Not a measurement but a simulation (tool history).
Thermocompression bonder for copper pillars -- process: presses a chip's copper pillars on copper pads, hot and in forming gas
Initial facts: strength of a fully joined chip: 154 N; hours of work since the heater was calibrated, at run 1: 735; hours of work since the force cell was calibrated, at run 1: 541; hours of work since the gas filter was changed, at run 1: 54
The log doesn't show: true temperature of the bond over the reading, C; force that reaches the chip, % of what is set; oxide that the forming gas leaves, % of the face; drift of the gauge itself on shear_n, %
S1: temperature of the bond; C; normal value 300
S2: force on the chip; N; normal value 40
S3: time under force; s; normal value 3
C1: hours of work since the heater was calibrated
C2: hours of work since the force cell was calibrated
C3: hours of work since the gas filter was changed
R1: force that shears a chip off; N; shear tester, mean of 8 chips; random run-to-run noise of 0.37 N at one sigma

Run 1, day 0.000: usual settings; C1 735; C2 541; C3 54. Result: R1 101.5 N.
Run 2, day 1.275: usual settings; C1 753; C2 559; C3 72. Result: R1 101.5 N.
Run 3, day 2.512: usual settings; C1 771; C2 577; C3 90. Result: R1 101.2 N.
Run 4, day 3.042: usual settings; C1 778; C2 584; C3 97. Result: R1 101.3 N.
Run 5, day 3.725: usual settings but S1 325 C; C1 788; C2 594; C3 107. Result: R1 124.3 N.
Run 6, day 4.846: usual settings but S1 325 C; C1 804; C2 610; C3 123. Result: R1 123.5 N.
Run 7, day 5.796: usual settings but S1 325 C; C1 817; C2 623; C3 137. Result: R1 123.8 N.
Run 8, day 6.842: usual settings but S1 325 C; C1 832; C2 638; C3 152. Result: R1 123.6 N.
Run 9, day 7.458: usual settings; C1 841; C2 647; C3 160. Result: R1 100.6 N.
Run 10, day 8.558: usual settings; C1 857; C2 663; C3 176. Result: R1 100.1 N.
At day 9.671: heater calibrated with a thermocouple chip.
Run 11, day 9.671: usual settings; C1 0; C2 677; C3 191. Result: R1 88.0 N.
Run 12, day 10.354: usual settings; C1 10; C2 687; C3 200. Result: R1 87.5 N.
Run 13, day 11.492: usual settings; C1 26; C2 703; C3 217. Result: R1 87.8 N.
Run 14, day 12.279: usual settings; C1 37; C2 714; C3 228. Result: R1 87.8 N.
Run 15, day 13.525: usual settings; C1 55; C2 732; C3 245. Result: R1 88.0 N.
Run 16, day 14.100: usual settings; C1 63; C2 740; C3 254. Result: R1 88.2 N.
Run 17, day 15.162: usual settings; C1 78; C2 755; C3 269. Result: R1 87.2 N.
Run 18, day 16.083: usual settings but S1 317 C; C1 91; C2 768; C3 282. Result: R1 104.4 N.
Run 19, day 16.796: usual settings but S1 317 C; C1 101; C2 779; C3 292. Result: R1 104.1 N.
At day 16.925: forming gas filter changed.
Run 20, day 17.517: usual settings but S1 317 C; C1 111; C2 789; C3 8. Result: R1 110.2 N.
Run 21, day 18.792: usual settings but S1 293 C, S2 41 N, S3 5 s; C1 129; C2 807; C3 27. Result: R1 99.8 N.
Run 22, day 20.046: usual settings but S1 280 C, S3 5 s; C1 147; C2 825; C3 44. Result: R1 84.7 N.
Run 23, day 20.912: usual settings but S1 280 C, S3 8 s; C1 160; C2 837; C3 57. Result: R1 97.4 N.
Run 24, day 21.758: usual settings but S3 2 s; C1 172; C2 849; C3 69. Result: R1 80.7 N.
Run 25, day 22.738: usual settings but S3 2 s; C1 186; C2 863; C3 83. Result: R1 80.8 N.
Run 26, day 23.400: usual settings but S3 2 s; C1 195; C2 872; C3 92. Result: R1 80.8 N.
Run 27, day 24.358: usual settings but S1 324 C, S3 2 s; C1 209; C2 886; C3 106. Result: R1 105.2 N.
Run 28, day 25.454: usual settings but S1 324 C, S3 2 s; C1 224; C2 901; C3 121. Result: R1 105.0 N.
Run 29, day 26.296: usual settings but S1 307 C; C1 236; C2 913; C3 133. Result: R1 99.1 N.
Run 30, day 27.367: usual settings but S1 270 C, S3 4 s; C1 252; C2 929; C3 149. Result: R1 68.3 N.
Run 31, day 28.471: usual settings but S1 296 C, S3 2 s; C1 267; C2 944; C3 164. Result: R1 76.9 N.
Run 32, day 29.204: usual settings but S1 296 C, S3 2 s; C1 278; C2 955; C3 175. Result: R1 76.9 N.
Run 33, day 29.908: usual settings but S2 51 N, S3 7 s; C1 288; C2 965; C3 185. Result: R1 122.4 N.
Run 34, day 31.133: usual settings but S3 2 s; C1 305; C2 982; C3 202. Result: R1 80.2 N.
Run 35, day 32.158: usual settings but S1 291 C, S2 51 N; C1 320; C2 997; C3 217. Result: R1 90.1 N.
Run 36, day 33.108: usual settings but S1 309 C, S2 27 N; C1 333; C2 1010; C3 230. Result: R1 87.5 N.
Run 37, day 34.358: usual settings but S1 273 C, S3 2 s; C1 351; C2 1028; C3 248. Result: R1 54.7 N.
Run 38, day 35.504: usual settings but S1 273 C, S3 2 s; C1 367; C2 1044; C3 264. Result: R1 55.6 N.
Run 39, day 36.325: usual settings but S1 309 C, S2 55 N; C1 379; C2 1056; C3 276. Result: R1 110.7 N.

4 ways to go on from here, each from the tool as it stands after run 39. What would each give?
At day 36.821: force cell calibrated.
Run A, day 36.962: usual settings but S1 277 C, S2 60 N; C1 387; C2 2; C3 284. Result: R1 ?.
At day 36.821: force cell calibrated.
Run B, day 36.962: usual settings but S1 274 C; C1 387; C2 2; C3 284. Result: R1 ?.
At day 36.821: force cell calibrated.
Run C, day 36.962: usual settings but S1 312 C; C1 387; C2 2; C3 284. Result: R1 ?.
At day 36.821: force cell calibrated.
Run D, day 36.962: usual settings but S1 294 C, S2 57 N, S3 4 s; C1 387; C2 2; C3 284. Result: R1 ?.

run     R1
  A   81.8
  B   66.9
  C  105.6
  D  105.8
What these runs would have given with no unlogged condition in the tool:
run     R1
  A   79.9
  B   64.6
  C  105.6
  D  105.5
